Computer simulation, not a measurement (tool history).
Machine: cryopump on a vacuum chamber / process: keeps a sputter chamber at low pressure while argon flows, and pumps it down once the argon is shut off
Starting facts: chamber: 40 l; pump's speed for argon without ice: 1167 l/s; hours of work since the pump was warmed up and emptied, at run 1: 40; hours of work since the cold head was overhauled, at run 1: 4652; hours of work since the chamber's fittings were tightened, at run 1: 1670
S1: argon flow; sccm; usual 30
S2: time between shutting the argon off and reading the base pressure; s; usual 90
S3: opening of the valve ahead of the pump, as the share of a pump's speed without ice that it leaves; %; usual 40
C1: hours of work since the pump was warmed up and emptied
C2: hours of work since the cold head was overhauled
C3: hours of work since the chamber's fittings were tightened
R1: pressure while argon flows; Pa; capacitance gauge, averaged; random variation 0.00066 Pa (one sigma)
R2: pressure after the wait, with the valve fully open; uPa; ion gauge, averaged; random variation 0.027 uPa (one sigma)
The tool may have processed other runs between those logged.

run	day	S1	S2	S3	C1	C2	C3	R1	R2
1	0	30	90	40	40	4652	1670	0.112	1.96
2	4.792	30	90	40	142	4755	1773	0.1142	2.17
3	7.662	30	90	40	204	4816	1834	0.1139	2.13
4	12.804	30	205	40	313	4926	1944	0.1153	1.73
5	17.004	30	90	40	403	5015	2033	0.1189	2.32
6	19.45	30	251	40	455	5067	2085	0.1191	1.75
7	23.412	30	251	40	540	5152	2170	0.1215	1.83
# day 26.342: pump warmed up, emptied and cooled again
8	26.754	24	25	22	9	5219	2237	0.1601	4.76
9	32.188	24	25	22	125	5335	2353	0.1608	4.91
10	37.483	24	23	22	238	5448	2466	0.1638	5.31

Branching from run 10: 5 alternative next runs. What would each branch give?
A	39.808	30	90	53	287	5497	2515	?	?
B	39.808	24	23	32	287	5497	2515	?	?
C	39.808	20	23	59	287	5497	2515	?	?
D	39.808	53	163	29	287	5497	2515	?	?
E	39.808	30	69	40	287	5497	2515	?	?

run	R1	R2
A	0.0887	2.54
B	0.1138	5.38
C	0.0531	5.32
D	0.2769	2.06
E	0.1159	2.85
With the hidden condition removed and each run's random variation left untouched, the same runs would have given:
run	R1	R2
A	0.0813	1.23
B	0.1079	4.04
C	0.0482	3.99
D	0.2638	0.75
E	0.1085	1.52
